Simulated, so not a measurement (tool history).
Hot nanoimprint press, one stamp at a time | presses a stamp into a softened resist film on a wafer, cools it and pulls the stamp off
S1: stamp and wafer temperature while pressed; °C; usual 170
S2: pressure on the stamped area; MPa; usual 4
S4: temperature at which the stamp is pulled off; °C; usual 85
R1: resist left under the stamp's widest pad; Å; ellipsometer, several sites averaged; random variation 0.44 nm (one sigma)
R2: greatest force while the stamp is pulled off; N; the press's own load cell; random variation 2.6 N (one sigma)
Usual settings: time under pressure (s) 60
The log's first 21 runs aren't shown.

{"run": 22, "hour": 930.7, "S1": 160, "S2": 4.38, "time under pressure (s)": 47, "S4": 77, "R1": 2929, "R2": 143}
{"run": 23, "hour": 974.4, "S1": 171, "S2": 4, "time under pressure (s)": 71, "S4": 73, "R1": 2014, "R2": 147}
{"hour": 1031.0, "done": "plate thermocouple calibrated"}
{"run": 24, "hour": 1034.8, "S1": 171, "S2": 4, "time under pressure (s)": 71, "S4": 73, "R1": 2026, "R2": 154}
{"run": 25, "hour": 1093.2, "S1": 171, "S2": 4, "time under pressure (s)": 49, "S4": 86, "R1": 2294, "R2": 135}
{"run": 26, "hour": 1138.8, "S1": 171, "S2": 4, "time under pressure (s)": 49, "S4": 86, "R1": 2289, "R2": 139}
{"run": 27, "hour": 1172.8, "S1": 170, "S2": 4, "time under pressure (s)": 119, "S4": 85, "R1": 1732, "R2": 141}
{"run": 28, "hour": 1226.3, "S1": 170, "S2": 2.89, "time under pressure (s)": 31, "S4": 71, "R1": 2958, "R2": 166}
{"hour": 1267.0, "done": "stamp cleaned and given a new release coat"}
{"run": 29, "hour": 1284.8, "S1": 170, "S2": 2.89, "time under pressure (s)": 31, "S4": 71, "R1": 2952, "R2": 147}
{"run": 30, "hour": 1326.4, "S1": 165, "S2": 4, "time under pressure (s)": 60, "S4": 85, "R1": 2521, "R2": 126}

3 ways to go on from here, each from the tool as it stands after run 30. What would each give?
{"run": "A", "hour": 1370.9, "S1": 158, "S2": 4, "time under pressure (s)": 72, "S4": 85, "R1": "?", "R2": "?"}
{"run": "B", "hour": 1370.9, "S1": 165, "S2": 2.81, "time under pressure (s)": 60, "S4": 85, "R1": "?", "R2": "?"}
{"run": "C", "hour": 1370.9, "S1": 170, "S2": 3.12, "time under pressure (s)": 60, "S4": 85, "R1": "?", "R2": "?"}

run=A R1=2858 R2=134
run=B R1=2829 R2=132
run=C R1=2417 R2=131
Without the tool's hidden state the same runs would have given:
run=A R1=2868 R2=130
run=B R1=2840 R2=128
run=C R1=2427 R2=126
